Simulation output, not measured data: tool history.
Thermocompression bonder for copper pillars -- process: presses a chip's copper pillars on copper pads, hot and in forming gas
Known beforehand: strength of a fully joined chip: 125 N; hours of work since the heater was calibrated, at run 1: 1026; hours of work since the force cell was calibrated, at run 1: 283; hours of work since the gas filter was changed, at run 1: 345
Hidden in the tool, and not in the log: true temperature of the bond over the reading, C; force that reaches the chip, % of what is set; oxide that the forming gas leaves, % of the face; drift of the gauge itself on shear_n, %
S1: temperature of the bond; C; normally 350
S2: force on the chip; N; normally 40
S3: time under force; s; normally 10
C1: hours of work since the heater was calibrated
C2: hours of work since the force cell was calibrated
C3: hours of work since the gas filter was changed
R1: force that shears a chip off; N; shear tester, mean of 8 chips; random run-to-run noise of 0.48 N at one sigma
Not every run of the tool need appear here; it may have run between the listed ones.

Run 1, hour 0.0: usual settings; C1 1026; C2 283; C3 345. Result: R1 41.4 N.
Run 2, hour 52.4: usual settings; C1 1056; C2 313; C3 375. Result: R1 42.2 N.
At hour 68.3: forming gas filter changed.
Run 3, hour 106.5: usual settings; C1 1087; C2 344; C3 22. Result: R1 46.1 N.
Run 4, hour 142.2: usual settings; C1 1107; C2 364; C3 42. Result: R1 44.9 N.
Run 5, hour 184.3: usual settings; C1 1131; C2 388; C3 66. Result: R1 44.8 N.
Run 6, hour 250.3: usual settings; C1 1169; C2 426; C3 104. Result: R1 45.2 N.
Run 7, hour 299.9: usual settings; C1 1198; C2 454; C3 133. Result: R1 44.0 N.
Run 8, hour 335.0: usual settings; C1 1218; C2 474; C3 153. Result: R1 43.7 N.
Run 9, hour 378.5: usual settings; C1 1243; C2 499; C3 178. Result: R1 43.1 N.
At hour 399.1: heater calibrated with a thermocouple chip.
Run 10, hour 438.4: usual settings; C1 23; C2 532; C3 211. Result: R1 47.4 N.
Run 11, hour 491.5: usual settings; C1 53; C2 563; C3 241. Result: R1 46.9 N.
Run 12, hour 572.6: usual settings; C1 99; C2 609; C3 287. Result: R1 46.6 N.
Run 13, hour 646.8: usual settings; C1 142; C2 652; C3 330. Result: R1 45.6 N.
Run 14, hour 722.4: usual settings but S1 355 C; C1 185; C2 695; C3 373. Result: R1 46.5 N.
At hour 740.6: forming gas filter changed.
Run 15, hour 799.4: usual settings but S1 355 C; C1 229; C2 739; C3 34. Result: R1 51.1 N.
Run 16, hour 885.2: usual settings but S1 355 C; C1 278; C2 788; C3 83. Result: R1 50.9 N.
Run 17, hour 951.4: usual settings; C1 316; C2 826; C3 121. Result: R1 47.7 N.
Run 18, hour 989.5: usual settings; C1 338; C2 848; C3 142. Result: R1 47.6 N.
Run 19, hour 1064.9: usual settings; C1 381; C2 891; C3 186. Result: R1 46.8 N.
Run 20, hour 1136.8: usual settings; C1 422; C2 932; C3 227. Result: R1 45.9 N.
Run 21, hour 1212.2: usual settings; C1 465; C2 975; C3 270. Result: R1 45.0 N.
Run 22, hour 1297.1: usual settings but S1 379 C, S2 29 N, S3 6 s; C1 514; C2 1024; C3 319. Result: R1 37.3 N.
Run 23, hour 1352.9: usual settings but S1 379 C, S2 29 N, S3 6 s; C1 546; C2 1055; C3 350. Result: R1 36.2 N.
Run 24, hour 1409.7: usual settings but S1 379 C, S2 24 N, S3 7 s; C1 578; C2 1088; C3 383. Result: R1 33.2 N.
At hour 1416.3: forming gas filter changed.
Run 25, hour 1486.6: usual settings but S1 379 C, S2 24 N, S3 9 s; C1 622; C2 1132; C3 40. Result: R1 40.1 N.
Run 26, hour 1551.9: usual settings but S1 338 C, S2 25 N, S3 5 s; C1 659; C2 1169; C3 78. Result: R1 19.9 N.
Run 27, hour 1587.6: usual settings but S1 352 C, S2 26 N, S3 11 s; C1 680; C2 1190; C3 98. Result: R1 34.6 N.
Run 28, hour 1668.3: usual settings but S1 332 C, S2 25 N, S3 11 s; C1 726; C2 1236; C3 144. Result: R1 25.9 N.
Run 29, hour 1711.3: usual settings but S1 332 C, S2 25 N, S3 11 s; C1 750; C2 1260; C3 169. Result: R1 25.6 N.
Run 30, hour 1749.6: usual settings but S1 328 C, S2 48 N, S3 11 s; C1 772; C2 1282; C3 191. Result: R1 43.6 N.
Run 31, hour 1816.4: usual settings but S1 373 C, S2 41 N, S3 11 s; C1 811; C2 1320; C3 229. Result: R1 58.9 N.
Run 32, hour 1866.8: usual settings but S1 334 C, S2 39 N, S3 11 s; C1 839; C2 1349; C3 258. Result: R1 37.8 N.
Run 33, hour 1916.3: usual settings but S1 320 C, S2 27 N, S3 26 s; C1 868; C2 1378; C3 286. Result: R1 32.2 N.
Run 34, hour 1976.6: usual settings but S1 321 C, S2 48 N, S3 12 s; C1 902; C2 1412; C3 321. Result: R1 40.2 N.
Run 35, hour 2033.4: usual settings but S1 321 C, S2 48 N, S3 12 s; C1 935; C2 1445; C3 353. Result: R1 38.4 N.
At hour 2088.9: forming gas filter changed.
Run 36, hour 2117.3: usual settings but S1 326 C, S2 30 N; C1 983; C2 1492; C3 16. Result: R1 27.4 N.
Run 37, hour 2202.7: usual settings but S1 349 C, S2 28 N; C1 1031; C2 1541; C3 65. Result: R1 33.4 N.
Run 38, hour 2237.4: usual settings but S1 373 C, S2 46 N, S3 8 s; C1 1051; C2 1561; C3 85. Result: R1 58.9 N.
Run 39, hour 2275.2: usual settings but S1 373 C, S2 46 N, S3 8 s; C1 1073; C2 1583; C3 107. Result: R1 59.1 N.

Results per run with the tool's hidden condition removed, run-to-run variation unchanged:
run    R1
  1  48.7
  2  49.9
  3  50.0
  4  49.1
  5  49.2
  6  50.3
  7  49.5
  8  49.4
  9  49.2
 10  49.4
 11  49.4
 12  49.8
 13  49.4
 14  51.3
 15  51.5
 16  52.2
 17  49.6
 18  49.8
 19  49.6
 20  49.4
 21  49.1
 22  41.2
 23  40.6
 24  37.6
 25  41.5
 26  21.1
 27  36.7
 28  28.0
 29  27.9
 30  47.7
 31  64.4
 32  42.3
 33  36.7
 34  46.1
 35  44.8
 36  29.5
 37  36.1
 38  63.1
 39  63.8

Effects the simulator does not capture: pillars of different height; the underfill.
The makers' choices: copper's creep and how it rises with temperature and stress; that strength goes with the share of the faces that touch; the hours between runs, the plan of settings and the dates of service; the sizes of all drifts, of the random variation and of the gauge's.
